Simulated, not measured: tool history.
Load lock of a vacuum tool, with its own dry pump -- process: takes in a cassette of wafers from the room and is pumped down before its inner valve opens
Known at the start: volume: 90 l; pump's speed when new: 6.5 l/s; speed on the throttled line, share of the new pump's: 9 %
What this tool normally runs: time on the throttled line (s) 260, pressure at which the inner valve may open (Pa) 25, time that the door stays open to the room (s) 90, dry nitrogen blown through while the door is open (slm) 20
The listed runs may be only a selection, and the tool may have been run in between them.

run,hour,time on the throttled line (s),pressure at which the inner valve may open (Pa),time that the door stays open to the room (s),dry nitrogen blown through while the door is open (slm),"incoming humidity of the room's air, %",time from the closed door until the inner valve may open (s),rise of the pressure with all valves shut (Pa/min)
1,0.0,260,25,90,20,44.8,352.3,0.020
2,310.8,260,25,90,20,45.9,351.8,0.022
3,587.3,260,25,90,20,43.2,351.5,0.017
4,840.3,260,25,90,20,41.1,351.2,0.016
5,1014.3,260,31,90,20,44.8,348.7,0.021
6,1281.5,223,25,90,20,47.9,317.6,0.021
7,1556.6,223,25,90,20,46.8,317.6,0.019
8,1721.6,223,25,90,20,42.9,318.9,0.020
9,1880.7,260,25,90,20,46.6,352.8,0.019
10,2068.4,260,25,90,20,43.8,351.2,0.020
11,2342.4,260,25,107,20,44.2,351.6,0.012
12,2582.0,260,25,90,20,44.8,352.4,0.018
13,2727.9,197,25,90,20,45.9,292.5,0.018
14,3067.4,197,25,90,20,46.0,293.3,0.017
15,3317.3,260,34,90,20,43.5,346.9,0.012
16,3498.1,463,25,90,20,45.6,535.3,0.020
17,3723.2,463,25,90,20,43.1,534.6,0.018
18,3920.0,463,25,90,20,46.3,536.4,0.022
19,4095.2,196,25,90,5,45.8,293.1,0.043
20,4310.4,196,25,90,5,43.7,293.1,0.037
21,4457.9,196,34,90,14,42.3,289.2,0.020
22,4752.4,306,25,90,31,44.7,391.8,0.012
23,5047.9,260,25,28,20,48.6,352.1,0.011
24,5232.2,260,25,28,20,44.7,351.7,0.014
25,5568.5,260,48,39,43,44.5,341.3,0.008
26,5708.9,260,48,39,43,46.6,342.3,0.009
27,5947.9,260,25,90,18,43.6,352.3,0.025
# hour 6011.9: dry pump taken out, an overhauled one fitted
28,6218.0,260,48,90,13,47.2,341.4,0.018
29,6514.6,260,48,90,13,45.8,341.4,0.026
30,6788.9,260,42,193,11,42.4,344.9,0.033
31,7093.0,272,33,90,20,45.7,358.1,0.016
32,7297.5,272,33,90,20,46.9,358.1,0.020
33,7474.7,272,33,90,20,44.0,357.9,0.016
34,7728.6,185,25,83,9,43.2,283.7,0.027
35,8008.4,196,20,83,9,43.6,297.1,0.026
36,8191.9,196,20,83,9,45.9,297.4,0.029

Branching from run 36: 3 alternative next runs. What would each branch give?
A,8360.8,346,25,101,20,42.9,?,?
B,8360.8,196,20,83,17,44.2,?,?
C,8360.8,462,19,90,37,43.7,?,?

run,time from the closed door until the inner valve may open (s),rise of the pressure with all valves shut (Pa/min)
A,430.5,0.019
B,296.4,0.023
C,537.8,0.012
Had the tool no hidden state, the same runs would have come out as:
run,time from the closed door until the inner valve may open (s),rise of the pressure with all valves shut (Pa/min)
A,430.5,0.018
B,296.4,0.022
C,537.8,0.011
